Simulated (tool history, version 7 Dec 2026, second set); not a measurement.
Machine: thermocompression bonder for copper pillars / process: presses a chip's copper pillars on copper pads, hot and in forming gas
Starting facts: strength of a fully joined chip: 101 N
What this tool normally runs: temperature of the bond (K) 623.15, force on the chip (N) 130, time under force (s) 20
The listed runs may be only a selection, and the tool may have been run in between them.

run,hour,temperature of the bond (K),force on the chip (N),time under force (s),force that shears a chip off (N)
1,0,623.15,130,20,41.5
2,13.3,623.15,130,20,41.9
3,25,623.15,130,20,40.8
4,35.4,623.15,130,20,40.8
5,56.7,623.15,169,20,50.2
6,78.1,623.15,89,20,32.4
7,98.9,623.15,130,43,53.6
8,112,623.15,130,43,52.6
# hour 123.8: forming gas filter changed
9,128.8,623.15,130,43,59.7
10,148.5,623.15,130,43,59.5
11,165.5,623.15,130,43,58.4
12,181,623.15,164,20,52.3
13,198.9,623.15,164,20,52.2
14,210.1,623.15,164,20,50.2
15,224.9,623.15,164,20,49.2
16,244.5,623.15,164,20,50.4
17,258.6,623.15,130,20,44.6
18,276.7,623.15,130,20,43.7
19,293.1,623.15,130,20,43.7
20,304.7,650.15,130,20,51.2
21,319.5,650.15,130,20,50.4
22,343.6,618.15,130,20,41.5
23,362.7,623.15,107,21,38.8
24,385,600.15,90,21,28.7
25,404.5,599.15,135,31,42.2
# hour 411.1: force cell calibrated
26,417.8,601.15,170,20,45.2
27,434.2,623.15,109,20,40.3
28,452.4,597.15,171,17,40.9
29,473.8,597.15,79,47,36.9
30,488.5,633.15,130,22,47.1
31,509.1,643.15,130,39,60
32,531.4,643.15,130,39,59.7
33,542.4,607.15,130,13,33.7
34,560.6,619.15,82,52,44.8
35,585.5,635.15,82,52,48.8
# hour 591.4: forming gas filter changed
36,601.7,602.15,139,28,49.9
37,614.6,650.15,90,11,34.4
38,636.7,650.15,90,11,36.1
39,656.8,650.15,88,34,52.2

4 options for the next run, each taken on its own from the tool as it stands now. Forecast them:
A,669.5,619.15,88,34,?
B,669.5,642.15,81,20,?
C,669.5,616.15,168,34,?
D,669.5,650.15,114,19,?

run,force that shears a chip off (N)
A,44.9
B,39.9
C,62.3
D,50.9
Without the tool's hidden state the same runs would have given:
run,force that shears a chip off (N)
A,44.7
B,39.8
C,62.3
D,50.9
